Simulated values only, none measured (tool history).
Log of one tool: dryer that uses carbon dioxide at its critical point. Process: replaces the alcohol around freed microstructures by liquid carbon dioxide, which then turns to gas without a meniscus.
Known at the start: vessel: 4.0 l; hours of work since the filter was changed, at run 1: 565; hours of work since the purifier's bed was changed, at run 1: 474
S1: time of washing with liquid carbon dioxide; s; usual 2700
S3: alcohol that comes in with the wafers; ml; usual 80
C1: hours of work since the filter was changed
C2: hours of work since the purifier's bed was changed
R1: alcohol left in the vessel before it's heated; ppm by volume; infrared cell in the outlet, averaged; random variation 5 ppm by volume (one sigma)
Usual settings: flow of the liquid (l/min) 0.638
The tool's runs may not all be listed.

run 1 hour=0 | S1=2700 flow_of_the_liquid_(l/min)=0.638 S3=80 | C1=565 C2=474 | R1=207
-- hour=19 inlet filter changed
run 2 hour=39.5 | S1=2700 flow_of_the_liquid_(l/min)=0.638 S3=80 | C1=14 C2=501 | R1=190
run 3 hour=96.7 | S1=2700 flow_of_the_liquid_(l/min)=0.638 S3=80 | C1=53 C2=540 | R1=218
run 4 hour=141.5 | S1=2700 flow_of_the_liquid_(l/min)=0.638 S3=80 | C1=84 C2=571 | R1=212
run 5 hour=185.1 | S1=2700 flow_of_the_liquid_(l/min)=0.638 S3=80 | C1=114 C2=601 | R1=231
run 6 hour=221.7 | S1=2700 flow_of_the_liquid_(l/min)=0.638 S3=80 | C1=139 C2=626 | R1=239
run 7 hour=251.1 | S1=2700 flow_of_the_liquid_(l/min)=0.638 S3=93 | C1=159 C2=646 | R1=251
run 8 hour=298.4 | S1=2700 flow_of_the_liquid_(l/min)=0.558 S3=80 | C1=192 C2=678 | R1=297
run 9 hour=327.7 | S1=2700 flow_of_the_liquid_(l/min)=0.558 S3=80 | C1=212 C2=698 | R1=302
run 10 hour=381.7 | S1=2700 flow_of_the_liquid_(l/min)=0.638 S3=80 | C1=249 C2=735 | R1=276
run 11 hour=418.7 | S1=2700 flow_of_the_liquid_(l/min)=0.638 S3=80 | C1=274 C2=761 | R1=295
run 12 hour=462.1 | S1=2700 flow_of_the_liquid_(l/min)=0.638 S3=29 | C1=304 C2=791 | R1=287
run 13 hour=525 | S1=2700 flow_of_the_liquid_(l/min)=0.638 S3=29 | C1=347 C2=834 | R1=297
run 14 hour=564.1 | S1=2700 flow_of_the_liquid_(l/min)=0.638 S3=29 | C1=374 C2=861 | R1=303
run 15 hour=592.2 | S1=2700 flow_of_the_liquid_(l/min)=0.638 S3=29 | C1=393 C2=880 | R1=316
run 16 hour=624.8 | S1=3600 flow_of_the_liquid_(l/min)=0.638 S3=80 | C1=416 C2=902 | R1=301
run 17 hour=682 | S1=2220 flow_of_the_liquid_(l/min)=0.638 S3=80 | C1=455 C2=942 | R1=431
-- hour=690.5 purifier's bed changed
run 18 hour=713.3 | S1=1620 flow_of_the_liquid_(l/min)=0.638 S3=80 | C1=474 C2=16 | R1=487
run 19 hour=763.7 | S1=1620 flow_of_the_liquid_(l/min)=0.638 S3=80 | C1=509 C2=50 | R1=508
run 20 hour=825.2 | S1=1620 flow_of_the_liquid_(l/min)=0.638 S3=80 | C1=551 C2=92 | R1=557
run 21 hour=854.6 | S1=1620 flow_of_the_liquid_(l/min)=0.638 S3=80 | C1=571 C2=113 | R1=558
-- hour=862.8 inlet filter changed
run 22 hour=903.5 | S1=2700 flow_of_the_liquid_(l/min)=0.638 S3=80 | C1=28 C2=145 | R1=70
run 23 hour=936.8 | S1=2700 flow_of_the_liquid_(l/min)=0.638 S3=80 | C1=51 C2=168 | R1=75
run 24 hour=967.1 | S1=2700 flow_of_the_liquid_(l/min)=0.638 S3=80 | C1=72 C2=189 | R1=81
run 25 hour=1023.8 | S1=2100 flow_of_the_liquid_(l/min)=0.638 S3=80 | C1=110 C2=228 | R1=192
run 26 hour=1082.7 | S1=2280 flow_of_the_liquid_(l/min)=0.623 S3=68 | C1=151 C2=268 | R1=159
run 27 hour=1118.5 | S1=2280 flow_of_the_liquid_(l/min)=0.623 S3=57 | C1=175 C2=293 | R1=157
run 28 hour=1158.1 | S1=2700 flow_of_the_liquid_(l/min)=0.638 S3=119 | C1=203 C2=320 | R1=144
run 29 hour=1210.6 | S1=2700 flow_of_the_liquid_(l/min)=0.638 S3=119 | C1=239 C2=356 | R1=162
run 30 hour=1264.7 | S1=2700 flow_of_the_liquid_(l/min)=0.638 S3=119 | C1=276 C2=393 | R1=173
run 31 hour=1319.1 | S1=3180 flow_of_the_liquid_(l/min)=0.638 S3=80 | C1=313 C2=431 | R1=159
run 32 hour=1375.2 | S1=1740 flow_of_the_liquid_(l/min)=0.638 S3=30 | C1=352 C2=469 | R1=276
run 33 hour=1432.9 | S1=1740 flow_of_the_liquid_(l/min)=0.638 S3=30 | C1=391 C2=509 | R1=284
run 34 hour=1468.2 | S1=1740 flow_of_the_liquid_(l/min)=0.638 S3=30 | C1=415 C2=533 | R1=288
run 35 hour=1511.5 | S1=1740 flow_of_the_liquid_(l/min)=0.638 S3=30 | C1=445 C2=563 | R1=313
run 36 hour=1561.1 | S1=1740 flow_of_the_liquid_(l/min)=0.638 S3=30 | C1=479 C2=597 | R1=335
run 37 hour=1608.9 | S1=3000 flow_of_the_liquid_(l/min)=0.934 S3=115 | C1=512 C2=630 | R1=196
run 38 hour=1668.2 | S1=3060 flow_of_the_liquid_(l/min)=1.032 S3=76 | C1=553 C2=670 | R1=200
-- hour=1704.5 inlet filter changed
run 39 hour=1721.9 | S1=2820 flow_of_the_liquid_(l/min)=0.756 S3=79 | C1=12 C2=706 | R1=231
run 40 hour=1749.6 | S1=2820 flow_of_the_liquid_(l/min)=0.756 S3=79 | C1=31 C2=725 | R1=233
run 41 hour=1778.4 | S1=2520 flow_of_the_liquid_(l/min)=0.638 S3=80 | C1=51 C2=745 | R1=266
run 42 hour=1815.8 | S1=2520 flow_of_the_liquid_(l/min)=0.638 S3=80 | C1=76 C2=771 | R1=275
run 43 hour=1869.3 | S1=2580 flow_of_the_liquid_(l/min)=0.848 S3=80 | C1=113 C2=808 | R1=253
run 44 hour=1927.9 | S1=2580 flow_of_the_liquid_(l/min)=0.848 S3=33 | C1=153 C2=848 | R1=270
run 45 hour=1994 | S1=2580 flow_of_the_liquid_(l/min)=0.848 S3=33 | C1=199 C2=893 | R1=295
run 46 hour=2050.5 | S1=2580 flow_of_the_liquid_(l/min)=0.848 S3=94 | C1=237 C2=932 | R1=294

4 ways to go on from here, each from the tool as it stands after run 46. What would each give?
-- hour=2074.9 purifier's bed changed
run A hour=2117 | S1=2520 flow_of_the_liquid_(l/min)=0.521 S3=30 | C1=281 C2=29 | R1=?
-- hour=2074.9 purifier's bed changed
run B hour=2117 | S1=4080 flow_of_the_liquid_(l/min)=0.482 S3=58 | C1=281 C2=29 | R1=?
-- hour=2074.9 purifier's bed changed
run C hour=2117 | S1=4320 flow_of_the_liquid_(l/min)=0.417 S3=94 | C1=281 C2=29 | R1=?
-- hour=2074.9 purifier's bed changed
run D hour=2117 | S1=1680 flow_of_the_liquid_(l/min)=0.404 S3=80 | C1=281 C2=29 | R1=?

run=A R1=72
run=B R1=31
run=C R1=45
run=D R1=1615
Without the tool's hidden state the same runs would have given:
run=A R1=46
run=B R1=18
run=C R1=25
run=D R1=1358

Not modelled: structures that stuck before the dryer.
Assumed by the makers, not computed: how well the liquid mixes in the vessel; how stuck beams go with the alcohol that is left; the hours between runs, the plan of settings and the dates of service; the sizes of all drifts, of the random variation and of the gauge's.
